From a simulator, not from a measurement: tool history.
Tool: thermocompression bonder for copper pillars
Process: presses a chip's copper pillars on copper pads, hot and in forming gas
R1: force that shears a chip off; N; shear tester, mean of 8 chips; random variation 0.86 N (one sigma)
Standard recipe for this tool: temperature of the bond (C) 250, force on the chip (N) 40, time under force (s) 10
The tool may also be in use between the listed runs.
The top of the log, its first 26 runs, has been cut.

Run 27, day 11.05: usual settings but temperature of the bond (C) 229, force on the chip (N) 44, time under force (s) 6. Result: R1 52.3 N.
Run 28, day 11.35: usual settings but temperature of the bond (C) 229, force on the chip (N) 44, time under force (s) 6. Result: R1 50.7 N.
Run 29, day 11.838: usual settings but temperature of the bond (C) 265, time under force (s) 21. Result: R1 107.8 N.
Run 30, day 12.362: usual settings but temperature of the bond (C) 251, force on the chip (N) 34. Result: R1 69.1 N.
Run 31, day 12.892: usual settings but force on the chip (N) 38. Result: R1 75 N.
Run 32, day 13.35: usual settings but temperature of the bond (C) 266, force on the chip (N) 48, time under force (s) 22. Result: R1 114.4 N.
At day 13.625: heater calibrated with a thermocouple chip.
Run 33, day 14.012: usual settings but temperature of the bond (C) 266, force on the chip (N) 48, time under force (s) 22. Result: R1 109.9 N.
At day 14.467: forming gas filter changed.
Run 34, day 14.567: usual settings. Result: R1 72.9 N.
Run 35, day 14.938: usual settings. Result: R1 71.3 N.
Run 36, day 15.375: usual settings but temperature of the bond (C) 264, force on the chip (N) 53, time under force (s) 8. Result: R1 98.5 N.

Forecast each of these 3 alternatives for the next run:
Run A, day 15.812: usual settings but temperature of the bond (C) 256. Result: R1 ?.
Run B, day 15.812: usual settings but temperature of the bond (C) 264, force on the chip (N) 53, time under force (s) 13. Result: R1 ?.
Run C, day 15.812: usual settings but force on the chip (N) 35. Result: R1 ?.

run     R1
  A   78.6
  B  107.8
  C   64.3
Had the tool no hidden state, the same runs would have come out as:
run     R1
  A   76.9
  B  106.7
  C   62.6
